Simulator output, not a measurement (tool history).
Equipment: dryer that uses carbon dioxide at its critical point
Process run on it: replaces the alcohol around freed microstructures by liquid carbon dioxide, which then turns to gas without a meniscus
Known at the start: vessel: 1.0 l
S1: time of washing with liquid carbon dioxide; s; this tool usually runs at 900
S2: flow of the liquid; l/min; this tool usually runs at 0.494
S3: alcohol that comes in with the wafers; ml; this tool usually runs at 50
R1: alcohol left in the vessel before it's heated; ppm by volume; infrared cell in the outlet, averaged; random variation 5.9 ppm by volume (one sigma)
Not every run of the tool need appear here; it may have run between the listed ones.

run,hour,S1,S2,S3,R1
1,0.0,900,0.494,50,606
# hour 4.5: inlet filter changed
2,31.3,900,0.494,50,264
3,63.5,900,0.518,50,234
4,100.4,900,0.518,101,418
5,124.4,900,0.494,50,306
6,155.9,900,0.494,50,315
7,175.6,900,0.494,50,309
8,193.2,900,0.494,37,255
9,210.6,900,0.631,55,135
10,245.1,900,0.439,24,288

Some steps in R1, run to run, broken into two amounts with sign: the step expected even without the hidden condition (settings, incoming material, random variation), and the rest, left for the hidden condition together with whatever gauge scatter is not in both the measured and the hidden-condition-free result:
Hidden conditions of the tool in this case: flow that reaches the vessel past the clogged filter, %; alcohol in the recycled carbon dioxide, ppm; drift of the gauge itself on alcohol_ppm, %.
Run 1 -> 2: inlet filter changed. R1 -342 ppm by volume: hidden state -329, all else -13.
